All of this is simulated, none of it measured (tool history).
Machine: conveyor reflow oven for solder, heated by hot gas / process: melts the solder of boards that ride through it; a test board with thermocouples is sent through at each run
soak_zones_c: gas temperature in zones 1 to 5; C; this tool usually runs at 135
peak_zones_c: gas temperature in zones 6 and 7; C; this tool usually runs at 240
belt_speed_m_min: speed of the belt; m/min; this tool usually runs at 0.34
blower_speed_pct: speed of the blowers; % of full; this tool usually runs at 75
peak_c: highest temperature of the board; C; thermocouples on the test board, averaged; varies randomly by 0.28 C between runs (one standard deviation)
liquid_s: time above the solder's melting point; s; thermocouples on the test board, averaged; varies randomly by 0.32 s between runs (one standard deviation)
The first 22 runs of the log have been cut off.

run    day  soak_zones_c  peak_zones_c  belt_speed_m_min  blower_speed_pct  hours of work since the flux was cleaned out  hours of work since the belt drive was overhauled  hours of work since the thermocouples were changed  peak_c  liquid_s
 23  6.417           145           231              0.41                79                                           212                                                486                                                 101   211.5      62.9
 24  6.667           149           240              0.34                75                                           214                                                489                                                 103   224.7      92.7
 25  6.867           141           230              0.34                75                                           216                                                490                                                 105   214.9      78.7
 26  7.296           141           230              0.34                82                                           220                                                495                                                 109   216.1        82
 27  7.738           121           240             0.276                75                                           225                                                499                                                 114   227.2     102.6
 28  8.171           135           246             0.332                75                                           229                                                503                                                 118   228.3      91.3
 29  8.446           127           255             0.357                87                                           231                                                506                                                 120   236.3      87.2
 30  8.779           127           255             0.357                87                                           235                                                509                                                 124   236.5      86.3
 31  8.967           127           255             0.357                87                                           236                                                511                                                 126   236.6      86.8

3 ways to go on from here, each from the tool as it stands after run 31. What would each give?
  A  9.288           135           240             0.401                75                                           239                                                514                                                 129       ?         ?
  B  9.288           138           255              0.32                87                                           239                                                514                                                 129       ?         ?
  C  9.288           127           255             0.357                58                                           239                                                514                                                 129       ?         ?

run  peak_c  liquid_s
  A   216.3      63.8
  B   241.8       106
  C   222.9      76.2
The same runs, with their run-to-run variation unchanged, on a tool lacking any hidden condition would have given:
run  peak_c  liquid_s
  A   216.9      63.8
  B   242.2     104.9
  C   223.3      75.7

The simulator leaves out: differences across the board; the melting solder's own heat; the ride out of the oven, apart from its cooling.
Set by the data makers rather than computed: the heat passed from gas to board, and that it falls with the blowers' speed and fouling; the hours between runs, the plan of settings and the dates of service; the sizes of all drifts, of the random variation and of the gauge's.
